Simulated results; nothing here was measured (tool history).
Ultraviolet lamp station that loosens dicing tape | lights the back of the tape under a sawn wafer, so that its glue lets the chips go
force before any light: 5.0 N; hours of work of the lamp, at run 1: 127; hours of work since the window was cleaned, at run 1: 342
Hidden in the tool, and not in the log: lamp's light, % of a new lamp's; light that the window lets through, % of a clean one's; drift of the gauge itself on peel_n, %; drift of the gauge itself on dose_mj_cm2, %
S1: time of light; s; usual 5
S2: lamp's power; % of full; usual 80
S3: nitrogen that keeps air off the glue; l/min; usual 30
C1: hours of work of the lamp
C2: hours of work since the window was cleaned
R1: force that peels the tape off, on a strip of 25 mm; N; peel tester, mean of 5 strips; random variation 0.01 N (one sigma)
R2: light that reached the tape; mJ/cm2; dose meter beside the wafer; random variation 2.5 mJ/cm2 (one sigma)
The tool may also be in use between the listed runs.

run 1 hour=0.0 | S1=5 S2=80 S3=30 | C1=127 C2=342 | R1=0.555 R2=261
run 2 hour=8.8 | S1=5 S2=80 S3=30 | C1=131 C2=346 | R1=0.553 R2=260
run 3 hour=13.9 | S1=5 S2=80 S3=30 | C1=133 C2=349 | R1=0.551 R2=260
run 4 hour=20.1 | S1=5 S2=80 S3=30 | C1=136 C2=352 | R1=0.548 R2=259
run 5 hour=26.3 | S1=5 S2=80 S3=30 | C1=139 C2=355 | R1=0.560 R2=257
-- hour=27.4 window cleaned of glue's vapour
run 6 hour=35.5 | S1=5 S2=80 S3=30 | C1=144 C2=4 | R1=0.574 R2=258
run 7 hour=39.7 | S1=5 S2=88 S3=30 | C1=146 C2=6 | R1=0.485 R2=281
run 8 hour=46.2 | S1=6 S2=88 S3=13 | C1=149 C2=9 | R1=0.578 R2=340
run 9 hour=50.7 | S1=3 S2=88 S3=38 | C1=151 C2=11 | R1=1.008 R2=169
run 10 hour=56.3 | S1=3 S2=88 S3=38 | C1=154 C2=14 | R1=0.996 R2=168
run 11 hour=63.6 | S1=3 S2=88 S3=38 | C1=157 C2=18 | R1=1.010 R2=167
-- hour=64.9 window cleaned of glue's vapour, once more
run 12 hour=68.7 | S1=3 S2=74 S3=28 | C1=159 C2=2 | R1=1.215 R2=159
run 13 hour=76.9 | S1=3 S2=74 S3=28 | C1=163 C2=6 | R1=1.273 R2=157
run 14 hour=81.3 | S1=5 S2=80 S3=11 | C1=166 C2=8 | R1=0.837 R2=285

Hidden state at the last listed run before each entry between runs and at the first one after, where it differs:
Between runs 5 and 6: window cleaned of glue's vapour (hour 27.4)
  lamp's light, % of a new lamp's: 97.2 -> 97.1; light that the window lets through, % of a clean one's: 90.6 -> 89.4
  measured less the result without the state, R1: +0.107 -> +0.121 N; R2: -35 -> -39 mJ/cm2
Between runs 11 and 12: window cleaned of glue's vapour, once more (hour 64.9)
  lamp's light, % of a new lamp's: 96.9 -> 96.8; light that the window lets through, % of a clean one's: 89 -> 99.8
  measured less the result without the state, R1: +0.201 -> +0.053 N; R2: -27 -> -5 mJ/cm2
